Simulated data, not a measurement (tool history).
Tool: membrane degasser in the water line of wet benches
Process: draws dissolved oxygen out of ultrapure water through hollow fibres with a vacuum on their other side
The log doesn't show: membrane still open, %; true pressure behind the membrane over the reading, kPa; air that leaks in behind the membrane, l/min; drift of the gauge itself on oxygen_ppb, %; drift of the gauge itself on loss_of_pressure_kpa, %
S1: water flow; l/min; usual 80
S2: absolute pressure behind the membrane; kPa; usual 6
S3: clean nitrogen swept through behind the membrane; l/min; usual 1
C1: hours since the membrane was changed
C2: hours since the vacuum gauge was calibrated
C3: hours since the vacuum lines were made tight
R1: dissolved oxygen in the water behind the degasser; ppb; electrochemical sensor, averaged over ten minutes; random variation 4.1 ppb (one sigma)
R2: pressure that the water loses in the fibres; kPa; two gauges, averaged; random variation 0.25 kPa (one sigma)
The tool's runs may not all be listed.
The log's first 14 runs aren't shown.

| run | hour | S1 | S2 | S3 | C1 | C2 | C3 | R1 | R2 |
|---|---|---|---|---|---|---|---|---|---|
| 15 | 1798 | 80 | 6 | 1 | 5371 | 2651 | 2434 | 449 | 72.41 |
| 16 | 1869.4 | 80 | 6 | 1 | 5442 | 2722 | 2506 | 452.3 | 72.33 |
| 17 | 1991.9 | 80 | 6 | 1 | 5565 | 2845 | 2628 | 444.8 | 72.58 |
|  | 2002.1 | vacuum gauge calibrated |
| 18 | 2115.6 | 80 | 6 | 1 | 5688 | 114 | 2751 | 446.6 | 73.17 |
| 19 | 2195 | 66 | 6 | 1.73 | 5767 | 193 | 2831 | 272.9 | 60.21 |
| 20 | 2271.8 | 98 | 6 | 0.92 | 5844 | 270 | 2907 | 552.5 | 89.39 |
| 21 | 2369.1 | 48 | 6 | 2.8 | 5942 | 367 | 3005 | 136.6 | 43.73 |
| 22 | 2458.6 | 80 | 7.81 | 1.84 | 6031 | 456 | 3094 | 467.9 | 72.92 |
| 23 | 2579.3 | 55 | 7.81 | 1.08 | 6152 | 577 | 3215 | 473.4 | 50.33 |
| 24 | 2663.4 | 55 | 7.81 | 1.08 | 6236 | 661 | 3299 | 474.4 | 50.46 |
| 25 | 2815.9 | 55 | 7.81 | 1.08 | 6388 | 814 | 3452 | 472 | 50.33 |
|  | 2933.1 | vacuum gauge calibrated, once more |
| 26 | 2989.4 | 81 | 4.83 | 1 | 6561 | 56 | 3625 | 292.7 | 74.64 |
| 27 | 3156.8 | 57 | 10.68 | 2.15 | 6729 | 224 | 3792 | 442.4 | 52.62 |
| 28 | 3294.1 | 63 | 5.06 | 1.33 | 6866 | 361 | 3929 | 215.4 | 58.11 |
| 29 | 3397.4 | 80 | 5.06 | 0.42 | 6969 | 464 | 4033 | 468.8 | 73.39 |
| 30 | 3570.2 | 80 | 5.06 | 0.42 | 7142 | 637 | 4205 | 470.8 | 74 |
| 31 | 3712.1 | 80 | 5.06 | 0.42 | 7284 | 779 | 4347 | 476.9 | 73.81 |
| 32 | 3884.5 | 103 | 3.94 | 2.5 | 7456 | 951 | 4520 | 188.4 | 95.15 |

4 ways to go on from here, each from the tool as it stands after run 32. What would each give?
| A | 3970.1 | 111 | 3.94 | 2.5 | 7542 | 1037 | 4605 | ? | ? |
| B | 3970.1 | 124 | 4.99 | 2.5 | 7542 | 1037 | 4605 | ? | ? |
| C | 3970.1 | 53 | 7.4 | 1.52 | 7542 | 1037 | 4605 | ? | ? |
| D | 3970.1 | 56 | 6.17 | 1 | 7542 | 1037 | 4605 | ? | ? |

| run | R1 | R2 |
|---|---|---|
| A | 211.1 | 102.52 |
| B | 341.9 | 114.85 |
| C | 328 | 49.37 |
| D | 332.6 | 51.89 |
Without the tool's hidden state the same runs would have given:
| run | R1 | R2 |
|---|---|---|
| A | 168.1 | 94.7 |
| B | 293.2 | 106.1 |
| C | 314.6 | 45.6 |
| D | 318 | 47.93 |

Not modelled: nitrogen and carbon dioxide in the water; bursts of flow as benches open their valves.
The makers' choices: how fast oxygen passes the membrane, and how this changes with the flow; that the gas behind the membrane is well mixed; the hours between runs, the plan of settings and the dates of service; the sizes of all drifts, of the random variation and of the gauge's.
